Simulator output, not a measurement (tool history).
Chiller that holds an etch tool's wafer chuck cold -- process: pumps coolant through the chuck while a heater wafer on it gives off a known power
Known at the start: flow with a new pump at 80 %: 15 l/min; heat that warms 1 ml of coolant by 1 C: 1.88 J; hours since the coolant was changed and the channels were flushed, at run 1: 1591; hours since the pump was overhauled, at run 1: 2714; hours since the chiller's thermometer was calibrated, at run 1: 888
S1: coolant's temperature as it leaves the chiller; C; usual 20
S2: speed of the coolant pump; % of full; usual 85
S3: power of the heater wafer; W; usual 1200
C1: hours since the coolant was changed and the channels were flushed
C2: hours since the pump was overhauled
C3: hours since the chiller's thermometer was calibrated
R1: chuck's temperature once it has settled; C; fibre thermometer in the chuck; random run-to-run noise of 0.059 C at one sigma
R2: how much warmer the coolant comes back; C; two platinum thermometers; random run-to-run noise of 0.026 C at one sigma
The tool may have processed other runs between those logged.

run,hour,S1,S2,S3,C1,C2,C3,R1,R2
1,0.0,20,85,1200,1591,2714,888,28.38,2.59
2,83.6,20,85,1200,1674,2797,972,28.32,2.66
3,140.3,20,85,1200,1731,2854,1028,28.48,2.63
4,182.4,20,85,679,1773,2896,1070,24.70,1.51
5,246.9,20,85,679,1837,2961,1135,24.69,1.50
6,312.8,20,85,1200,1903,3027,1201,28.55,2.64
7,388.2,20,85,1200,1979,3102,1276,28.40,2.64
8,451.0,20,85,1200,2042,3165,1339,28.49,2.68
9,493.0,20,85,1200,2084,3207,1381,28.50,2.68
10,576.8,20,85,1200,2167,3291,1465,28.52,2.64
11,646.4,10,88,703,2237,3360,1534,14.83,1.55
12,721.5,12,85,1294,2312,3435,1610,21.42,2.92
# hour 732.2: coolant pump overhauled
13,810.0,20,85,1113,2396,78,1693,28.08,2.59
14,887.7,25,78,758,2473,156,1771,30.78,1.97
15,944.7,16,68,758,2530,213,1828,22.25,2.27
16,1026.9,16,68,758,2612,295,1910,22.38,2.29
17,1114.0,10,68,882,2699,382,1997,17.40,2.61

The next listed run, before its measurement:
# hour 1142.9: coolant pump overhauled, once more
18,1182.9,20,85,1070,2763,40,2061,?,?

{"run 18": {"R1": 27.23, "R2": 2.12}}
Without the tool's hidden state the same run would have given R1 26.89 C, R2 2.12 C.
